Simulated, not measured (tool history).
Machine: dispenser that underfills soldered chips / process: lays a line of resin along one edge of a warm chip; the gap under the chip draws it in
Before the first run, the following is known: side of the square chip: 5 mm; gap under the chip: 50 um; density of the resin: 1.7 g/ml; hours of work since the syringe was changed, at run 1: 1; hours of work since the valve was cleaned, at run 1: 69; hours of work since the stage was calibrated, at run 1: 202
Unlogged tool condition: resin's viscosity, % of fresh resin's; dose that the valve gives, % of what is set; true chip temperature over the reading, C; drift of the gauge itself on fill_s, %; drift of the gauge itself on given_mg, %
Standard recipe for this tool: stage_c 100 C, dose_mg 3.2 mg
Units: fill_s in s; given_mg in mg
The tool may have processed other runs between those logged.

run   hour  stage_c  dose_mg  hours of work since the syringe was changed  hours of work since the valve was cleaned  hours of work since the stage was calibrated  fill_s  given_mg
  1      0      100      3.2                                            1                                         69                                           202    13.3     3.137
  2    3.6      100      3.2                                            3                                         71                                           205    15.1     3.142
  3   12.1      100      3.2                                           10                                         78                                           211    21.4     3.136
      14.8  -- new syringe of resin
  4   16.9      108      3.2                                            2                                         81                                           215    10.2     3.133
  5   21.7      108     3.74                                            5                                         84                                           218      13     3.657
      23.9  -- dispensing valve cleaned and set on the balance
  6   26.5      100     2.95                                            8                                          2                                           221    20.2     2.945
      31.5  -- new syringe of resin
  7   33.1      100     2.95                                            1                                          6                                           226    13.1     2.941
  8   38.2      100     2.95                                            5                                         10                                           229    17.1     2.942
  9   41.8      100     2.95                                            8                                         13                                           232    19.3     2.931
      47.1  -- new syringe of resin
 10   47.9      100     2.95                                            1                                         17                                           236    12.5     2.932
 11   52.9      100     2.95                                            4                                         21                                           240    16.2     2.926
 12   61.3      100     3.02                                           10                                         27                                           246    22.6     2.989
      62.4  -- new syringe of resin
 13   67.5      100     3.02                                            4                                         31                                           250    15.2     2.989
 14   75.8      100      3.2                                           10                                         37                                           257    21.8     3.158
      77.8  -- new syringe of resin
 15   84.1      100      3.2                                            5                                         43                                           262    16.3     3.156
 16   87.8      100      3.2                                            7                                         46                                           265    19.5     3.152
 17   92.5      100      3.2                                           11                                         49                                           269    23.4     3.143
      93.4  -- new syringe of resin
 18   97.2      100      3.2                                            3                                         53                                           272    13.9     3.146
 19  101.2       98     3.06                                            6                                         56                                           275    17.8     3.009
 20  107.8       98     3.06                                           11                                         61                                           280    24.3     2.993
     108.8  -- new syringe of resin
 21  114.2       98     3.06                                            4                                         65                                           284    16.9     2.989
 22  120.3       98     3.06                                            8                                         69                                           289    21.4     2.998
     124.4  -- new syringe of resin
 23  126.2      105     3.99                                            1                                         74                                           293    10.7     3.896
 24    134      105     3.99                                            7                                         79                                           298    15.3     3.886
     139.9  -- new syringe of resin
 25  139.9      103     3.57                                            0                                         83                                           303    10.7     3.467
     143.7  -- dispensing valve cleaned and set on the balance
 26  144.8       85     3.17                                            3                                          1                                           305    23.1     3.168
 27  148.7      108     2.92                                            6                                          4                                           308    14.1     2.917
 28  152.8       95     2.92                                            9                                          7                                           311    23.9     2.909
     156.1  -- new syringe of resin
 29    160       89     3.29                                            3                                         12                                           316    19.6     3.271
 30  166.8       93     3.36                                            8                                         17                                           321    23.5      3.34
     171.4  -- new syringe of resin
 31  174.8       99     3.13                                            2                                         22                                           327    13.6     3.107
 32  183.2       99     3.13                                            9                                         29                                           333      21     3.096
     186.8  -- new syringe of resin
 33  190.4      110     3.13                                            3                                         34                                           338    10.6     3.094
 34  199.3       96     3.41                                            9                                         40                                           345    23.4     3.362
     202.2  -- new syringe of resin
 35  204.5      105      2.8                                            2                                         44                                           348    11.4     2.753

4 options for the next run, each taken on its own from the tool as it stands now. Forecast them:
  A  212.2       99      2.8                                            7                                         49                                           354       ?         ?
  B  212.2       92     2.78                                            7                                         49                                           354       ?         ?
  C  212.2      105     4.16                                            7                                         49                                           354       ?         ?
  D  212.2      101     3.55                                            7                                         49                                           354       ?         ?

run  fill_s  given_mg
  A    19.5     2.753
  B    24.2     2.736
  C    15.3     4.087
  D    17.6     3.491
Had the tool no hidden state, the same runs would have come out as:
run  fill_s  given_mg
  A    13.3     2.802
  B    16.5     2.784
  C    10.5      4.16
  D    12.1     3.553
